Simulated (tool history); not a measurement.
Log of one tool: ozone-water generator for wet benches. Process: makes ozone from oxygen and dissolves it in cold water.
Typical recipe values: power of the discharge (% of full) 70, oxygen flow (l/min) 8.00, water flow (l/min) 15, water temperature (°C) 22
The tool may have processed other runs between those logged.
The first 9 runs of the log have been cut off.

run    hour  power of the discharge (% of full)  oxygen flow (l/min)  water flow (l/min)  water temperature (°C)  hours of work since the electrodes were changed  hours of work since the contactor was cleaned  hours of work since the thermometer was calibrated  dissolved ozone (ppm)  ozone in the gas ahead of the water (g/m3)
 10   500.5                                  70                 8.00                  14                      22                                             1544                                           5180                                                 218                   36.7                                       251.4
 11   571.5                                  70                 8.00                  14                      22                                             1596                                           5232                                                 270                   36.9                                       252.0
      616.5  -- contactor cleaned
 12   629.5                                  70                 8.00                  14                      22                                             1636                                             10                                                 310                   38.0                                       253.5
 13   666.2                                  70                 4.35                  14                      22                                             1663                                             37                                                 337                   38.5                                       327.0
 14   709.9                                  70                 8.00                  13                      22                                             1696                                             69                                                 369                   39.7                                       250.0
 15   765.7                                  70                 8.00                  13                      22                                             1737                                            110                                                 411                   39.4                                       249.9
 16   820.6                                  70                 8.00                  15                      22                                             1777                                            151                                                 451                   36.6                                       251.1
 17   888.8                                  70                 8.00                  15                      22                                             1828                                            201                                                 501                   36.3                                       252.5
 18   960.9                                  64                 4.64                  12                      17                                             1881                                            254                                                 555                   43.9                                       298.3
 19  1003.8                                  73                 7.92                  12                      17                                             1913                                            286                                                 586                   47.8                                       257.7
 20  1063.2                                  73                 7.92                  12                      17                                             1956                                            330                                                 630                   47.1                                       258.4
 21  1115.1                                  65                 5.66                  15                      16                                             1995                                            368                                                 668                   38.8                                       275.4
 22  1160.4                                  65                10.43                  15                      19                                             2028                                            401                                                 702                   35.5                                       210.9
 23  1190.8                                  46                10.43                  15                      19                                             2051                                            424                                                 724                   28.0                                       166.4
 24  1261.6                                  62                12.16                  11                      16                                             2103                                            476                                                 777                   42.0                                       190.3
 25  1318.2                                  60                 4.76                  15                      22                                             2145                                            518                                                 818                   33.0                                       281.0
 26  1355.7                                  60                 4.76                  15                      22                                             2172                                            546                                                 846                   32.8                                       279.5
 27  1387.5                                  68                10.50                  15                      15                                             2196                                            569                                                 869                   39.7                                       213.2
 28  1458.8                                  48                 8.19                  16                      24                                             2248                                            622                                                 922                   25.3                                       189.2
 29  1524.4                                  48                 8.19                  16                      24                                             2297                                            670                                                 970                   25.5                                       190.6
 30  1589.3                                  43                 8.19                  16                      24                                             2345                                            718                                                1018                   23.3                                       176.5
 31  1625.7                                  70                 7.14                  17                      18                                             2371                                            745                                                1045                   35.5                                       260.2
 32  1697.0                                  49                 5.35                  15                      22                                             2424                                            797                                                1098                   28.4                                       233.0
 33  1764.1                                  70                 8.00                  20                      22                                             2474                                            847                                                1147                   28.6                                       245.7
 34  1796.2                                  74                 8.00                  14                      25                                             2497                                            871                                                1171                   35.5                                       255.6

Forecast each of these 3 alternatives for the next run:
  A  1829.6                                  80                12.32                  11                      25                                             2522                                            895                                                1196                      ?                                           ?
  B  1829.6                                  50                13.44                  14                      20                                             2522                                            895                                                1196                      ?                                           ?
  C  1829.6                                  78                 5.58                  15                      20                                             2522                                            895                                                1196                      ?                                           ?

run  dissolved ozone (ppm)  ozone in the gas ahead of the water (g/m3)
  A                   39.2                                       225.4
  B                   28.5                                       156.5
  C                   40.4                                       309.7
Without the tool's unlogged condition, the same runs would have read:
run  dissolved ozone (ppm)  ozone in the gas ahead of the water (g/m3)
  A                   41.4                                       236.1
  B                   29.7                                       161.6
  C                   42.7                                       324.0

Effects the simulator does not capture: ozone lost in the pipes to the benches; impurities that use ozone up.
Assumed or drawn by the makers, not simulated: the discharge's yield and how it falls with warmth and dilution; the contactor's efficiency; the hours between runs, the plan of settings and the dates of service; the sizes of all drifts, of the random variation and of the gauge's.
